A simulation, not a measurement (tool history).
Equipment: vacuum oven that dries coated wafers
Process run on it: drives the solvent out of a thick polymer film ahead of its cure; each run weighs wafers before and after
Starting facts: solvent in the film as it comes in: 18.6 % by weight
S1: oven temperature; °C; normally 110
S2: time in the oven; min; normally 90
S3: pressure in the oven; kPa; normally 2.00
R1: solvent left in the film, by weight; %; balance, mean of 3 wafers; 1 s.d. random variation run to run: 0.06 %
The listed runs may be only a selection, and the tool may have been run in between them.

run 1 hour=0.0 | S1=110 S2=90 S3=2.00 | R1=4.62
run 2 hour=30.1 | S1=110 S2=71 S3=2.00 | R1=6.09
run 3 hour=47.6 | S1=110 S2=90 S3=2.00 | R1=4.53
run 4 hour=66.8 | S1=110 S2=90 S3=2.00 | R1=4.85
run 5 hour=94.0 | S1=110 S2=90 S3=2.00 | R1=4.75
run 6 hour=123.7 | S1=110 S2=90 S3=2.00 | R1=4.69
run 7 hour=141.2 | S1=110 S2=90 S3=2.00 | R1=4.86
run 8 hour=171.0 | S1=110 S2=90 S3=2.00 | R1=4.65
run 9 hour=196.5 | S1=125 S2=90 S3=2.00 | R1=1.10
run 10 hour=217.2 | S1=125 S2=90 S3=2.00 | R1=1.14
run 11 hour=245.7 | S1=110 S2=89 S3=2.00 | R1=4.72
run 12 hour=274.8 | S1=110 S2=89 S3=2.00 | R1=4.85
run 13 hour=303.5 | S1=110 S2=90 S3=2.00 | R1=4.88
run 14 hour=318.0 | S1=116 S2=90 S3=2.00 | R1=2.88
run 15 hour=344.1 | S1=116 S2=90 S3=2.00 | R1=2.90
run 16 hour=360.0 | S1=110 S2=90 S3=2.00 | R1=4.74
run 17 hour=379.6 | S1=97 S2=90 S3=2.00 | R1=9.48
run 18 hour=394.8 | S1=99 S2=90 S3=2.00 | R1=8.92
run 19 hour=423.7 | S1=99 S2=68 S3=2.00 | R1=10.09
run 20 hour=443.7 | S1=99 S2=68 S3=2.00 | R1=10.11
run 21 hour=468.1 | S1=99 S2=68 S3=2.00 | R1=10.11
run 22 hour=480.8 | S1=110 S2=90 S3=2.33 | R1=4.95
run 23 hour=503.1 | S1=110 S2=90 S3=2.00 | R1=4.83
run 24 hour=517.0 | S1=110 S2=45 S3=2.00 | R1=8.35
run 25 hour=541.7 | S1=108 S2=90 S3=1.74 | R1=5.51
run 26 hour=561.3 | S1=121 S2=90 S3=2.01 | R1=1.79
run 27 hour=578.4 | S1=122 S2=67 S3=2.78 | R1=2.73
run 28 hour=602.1 | S1=102 S2=82 S3=1.48 | R1=8.09
run 29 hour=619.9 | S1=102 S2=82 S3=1.48 | R1=8.20
run 30 hour=633.1 | S1=119 S2=47 S3=2.00 | R1=5.16
run 31 hour=654.9 | S1=119 S2=47 S3=2.00 | R1=5.02
run 32 hour=679.7 | S1=96 S2=139 S3=2.14 | R1=7.77
run 33 hour=702.9 | S1=98 S2=143 S3=2.70 | R1=7.25
run 34 hour=728.8 | S1=98 S2=143 S3=2.70 | R1=7.45
run 35 hour=756.4 | S1=106 S2=90 S3=1.40 | R1=5.99
run 36 hour=778.3 | S1=122 S2=153 S3=2.06 | R1=0.86
run 37 hour=802.2 | S1=115 S2=57 S3=2.00 | R1=5.41
run 38 hour=830.5 | S1=115 S2=57 S3=2.00 | R1=5.54
run 39 hour=853.4 | S1=115 S2=57 S3=2.00 | R1=5.48
run 40 hour=877.1 | S1=123 S2=73 S3=5.15 | R1=2.89
run 41 hour=906.6 | S1=122 S2=159 S3=1.97 | R1=0.81
run 42 hour=930.6 | S1=122 S2=159 S3=1.97 | R1=0.72
run 43 hour=946.4 | S1=123 S2=159 S3=1.39 | R1=0.59
run 44 hour=965.5 | S1=108 S2=90 S3=2.00 | R1=5.69
run 45 hour=981.8 | S1=109 S2=85 S3=1.95 | R1=5.63
run 46 hour=1002.1 | S1=98 S2=104 S3=3.28 | R1=9.11
-- hour=1009.2 oven's thermocouples calibrated
run 47 hour=1034.8 | S1=98 S2=104 S3=3.28 | R1=9.06

Forecast each of these 3 alternatives for the next run:
run A hour=1062.1 | S1=96 S2=91 S3=1.08 | R1=?
run B hour=1062.1 | S1=98 S2=50 S3=6.38 | R1=?
run C hour=1062.1 | S1=125 S2=104 S3=1.58 | R1=?

run=A R1=9.45
run=B R1=12.67
run=C R1=0.91
Had the tool no hidden state, the same runs would have come out as:
run=A R1=9.07
run=B R1=12.37
run=C R1=0.73

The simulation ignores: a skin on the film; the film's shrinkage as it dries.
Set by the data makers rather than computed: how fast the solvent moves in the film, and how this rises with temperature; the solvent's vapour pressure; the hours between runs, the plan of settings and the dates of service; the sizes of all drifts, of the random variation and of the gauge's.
